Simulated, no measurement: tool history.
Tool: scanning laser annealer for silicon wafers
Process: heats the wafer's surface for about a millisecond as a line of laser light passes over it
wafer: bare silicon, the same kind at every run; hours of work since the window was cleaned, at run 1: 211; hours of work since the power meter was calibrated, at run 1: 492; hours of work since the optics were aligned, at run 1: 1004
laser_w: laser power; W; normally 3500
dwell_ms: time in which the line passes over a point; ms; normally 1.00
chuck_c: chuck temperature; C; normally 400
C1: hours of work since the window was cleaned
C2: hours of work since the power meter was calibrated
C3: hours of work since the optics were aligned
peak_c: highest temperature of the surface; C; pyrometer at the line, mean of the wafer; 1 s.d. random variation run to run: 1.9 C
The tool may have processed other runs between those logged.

{"run": 1, "day": 0.0, "laser_w": 3500, "dwell_ms": 1.0, "chuck_c": 400, "C1": 211, "C2": 492, "C3": 1004, "peak_c": 1073}
{"run": 2, "day": 1.921, "laser_w": 3500, "dwell_ms": 1.0, "chuck_c": 400, "C1": 245, "C2": 526, "C3": 1038, "peak_c": 1071}
{"run": 3, "day": 3.9, "laser_w": 3500, "dwell_ms": 1.0, "chuck_c": 400, "C1": 279, "C2": 560, "C3": 1072, "peak_c": 1071}
{"run": 4, "day": 5.588, "laser_w": 3500, "dwell_ms": 1.0, "chuck_c": 398, "C1": 308, "C2": 590, "C3": 1101, "peak_c": 1068}
{"run": 5, "day": 7.858, "laser_w": 3500, "dwell_ms": 1.0, "chuck_c": 398, "C1": 348, "C2": 629, "C3": 1141, "peak_c": 1064}
{"day": 8.875, "done": "window over the wafer cleaned"}
{"run": 6, "day": 9.529, "laser_w": 3500, "dwell_ms": 1.0, "chuck_c": 398, "C1": 11, "C2": 657, "C3": 1169, "peak_c": 1092}
{"run": 7, "day": 11.329, "laser_w": 3500, "dwell_ms": 1.0, "chuck_c": 400, "C1": 43, "C2": 688, "C3": 1200, "peak_c": 1090}
{"run": 8, "day": 13.846, "laser_w": 3381, "dwell_ms": 1.0, "chuck_c": 400, "C1": 86, "C2": 732, "C3": 1244, "peak_c": 1057}
{"run": 9, "day": 16.05, "laser_w": 3500, "dwell_ms": 0.93, "chuck_c": 400, "C1": 125, "C2": 770, "C3": 1282, "peak_c": 1052}
{"run": 10, "day": 18.55, "laser_w": 3429, "dwell_ms": 1.0, "chuck_c": 400, "C1": 168, "C2": 813, "C3": 1325, "peak_c": 1059}
{"run": 11, "day": 20.183, "laser_w": 3429, "dwell_ms": 1.0, "chuck_c": 400, "C1": 196, "C2": 842, "C3": 1354, "peak_c": 1054}
{"run": 12, "day": 22.792, "laser_w": 3429, "dwell_ms": 1.0, "chuck_c": 400, "C1": 242, "C2": 887, "C3": 1399, "peak_c": 1051}
{"run": 13, "day": 24.529, "laser_w": 3429, "dwell_ms": 1.0, "chuck_c": 400, "C1": 272, "C2": 917, "C3": 1429, "peak_c": 1047}
{"run": 14, "day": 26.638, "laser_w": 3500, "dwell_ms": 0.84, "chuck_c": 400, "C1": 309, "C2": 954, "C3": 1466, "peak_c": 1001}
{"run": 15, "day": 29.162, "laser_w": 3500, "dwell_ms": 0.84, "chuck_c": 400, "C1": 353, "C2": 998, "C3": 1510, "peak_c": 995}
{"day": 29.854, "done": "window over the wafer cleaned"}
{"run": 16, "day": 31.325, "laser_w": 3500, "dwell_ms": 0.84, "chuck_c": 400, "C1": 26, "C2": 1034, "C3": 1546, "peak_c": 1017}
{"run": 17, "day": 33.171, "laser_w": 3681, "dwell_ms": 1.0, "chuck_c": 400, "C1": 58, "C2": 1066, "C3": 1578, "peak_c": 1123}
{"run": 18, "day": 34.817, "laser_w": 3681, "dwell_ms": 1.0, "chuck_c": 400, "C1": 86, "C2": 1094, "C3": 1606, "peak_c": 1118}
{"run": 19, "day": 36.458, "laser_w": 3681, "dwell_ms": 1.0, "chuck_c": 400, "C1": 115, "C2": 1123, "C3": 1635, "peak_c": 1117}
{"run": 20, "day": 37.538, "laser_w": 3681, "dwell_ms": 1.0, "chuck_c": 400, "C1": 134, "C2": 1142, "C3": 1654, "peak_c": 1118}
{"run": 21, "day": 39.658, "laser_w": 3302, "dwell_ms": 1.19, "chuck_c": 432, "C1": 170, "C2": 1179, "C3": 1690, "peak_c": 1120}
{"day": 40.642, "done": "optics aligned, line set to its width"}
{"run": 22, "day": 41.45, "laser_w": 3284, "dwell_ms": 1.19, "chuck_c": 368, "C1": 198, "C2": 1206, "C3": 14, "peak_c": 1069}
{"run": 23, "day": 43.8, "laser_w": 3500, "dwell_ms": 0.91, "chuck_c": 430, "C1": 239, "C2": 1247, "C3": 55, "peak_c": 1079}
{"run": 24, "day": 45.288, "laser_w": 3821, "dwell_ms": 1.0, "chuck_c": 400, "C1": 265, "C2": 1273, "C3": 81, "peak_c": 1153}
{"run": 25, "day": 46.729, "laser_w": 3821, "dwell_ms": 1.0, "chuck_c": 400, "C1": 290, "C2": 1298, "C3": 106, "peak_c": 1151}
{"run": 26, "day": 49.167, "laser_w": 3044, "dwell_ms": 0.76, "chuck_c": 400, "C1": 332, "C2": 1340, "C3": 148, "peak_c": 888}
{"run": 27, "day": 50.471, "laser_w": 3044, "dwell_ms": 0.76, "chuck_c": 381, "C1": 355, "C2": 1363, "C3": 171, "peak_c": 867}
{"day": 50.962, "done": "window over the wafer cleaned"}
{"run": 28, "day": 52.292, "laser_w": 3044, "dwell_ms": 0.76, "chuck_c": 381, "C1": 23, "C2": 1393, "C3": 201, "peak_c": 884}
{"run": 29, "day": 54.925, "laser_w": 3044, "dwell_ms": 0.76, "chuck_c": 381, "C1": 69, "C2": 1439, "C3": 247, "peak_c": 884}
{"run": 30, "day": 57.283, "laser_w": 3500, "dwell_ms": 1.11, "chuck_c": 374, "C1": 110, "C2": 1480, "C3": 288, "peak_c": 1103}
{"run": 31, "day": 58.438, "laser_w": 3254, "dwell_ms": 0.93, "chuck_c": 438, "C1": 130, "C2": 1500, "C3": 308, "peak_c": 1044}
{"run": 32, "day": 60.696, "laser_w": 3254, "dwell_ms": 0.93, "chuck_c": 438, "C1": 169, "C2": 1539, "C3": 347, "peak_c": 1041}
{"run": 33, "day": 62.758, "laser_w": 3500, "dwell_ms": 1.0, "chuck_c": 380, "C1": 205, "C2": 1575, "C3": 383, "peak_c": 1056}
{"run": 34, "day": 64.446, "laser_w": 3731, "dwell_ms": 0.72, "chuck_c": 429, "C1": 234, "C2": 1604, "C3": 412, "peak_c": 1038}
{"run": 35, "day": 65.917, "laser_w": 3731, "dwell_ms": 1.04, "chuck_c": 429, "C1": 260, "C2": 1630, "C3": 438, "peak_c": 1170}
{"run": 36, "day": 67.375, "laser_w": 3722, "dwell_ms": 1.01, "chuck_c": 373, "C1": 285, "C2": 1655, "C3": 463, "peak_c": 1102}
{"run": 37, "day": 68.767, "laser_w": 3513, "dwell_ms": 1.1, "chuck_c": 439, "C1": 309, "C2": 1679, "C3": 487, "peak_c": 1145}
{"run": 38, "day": 69.971, "laser_w": 3056, "dwell_ms": 0.85, "chuck_c": 415, "C1": 330, "C2": 1700, "C3": 508, "peak_c": 933}
{"day": 71.921, "done": "window over the wafer cleaned"}
{"run": 39, "day": 72.667, "laser_w": 3056, "dwell_ms": 0.85, "chuck_c": 415, "C1": 13, "C2": 1746, "C3": 554, "peak_c": 953}

Each row is a separate what-if for the run after 39, all from the same tool condition, not one after another. Results?
{"run": "A", "day": 75.221, "laser_w": 3379, "dwell_ms": 0.77, "chuck_c": 382, "C1": 57, "C2": 1790, "C3": 598, "peak_c": "?"}
{"run": "B", "day": 75.221, "laser_w": 3824, "dwell_ms": 0.89, "chuck_c": 400, "C1": 57, "C2": 1790, "C3": 598, "peak_c": "?"}
{"run": "C", "day": 75.221, "laser_w": 3500, "dwell_ms": 0.97, "chuck_c": 430, "C1": 57, "C2": 1790, "C3": 598, "peak_c": "?"}

run=A peak_c=952
run=B peak_c=1118
run=C peak_c=1105
With no hidden state in the tool, these same runs would have given:
run=A peak_c=968
run=B peak_c=1138
run=C peak_c=1124

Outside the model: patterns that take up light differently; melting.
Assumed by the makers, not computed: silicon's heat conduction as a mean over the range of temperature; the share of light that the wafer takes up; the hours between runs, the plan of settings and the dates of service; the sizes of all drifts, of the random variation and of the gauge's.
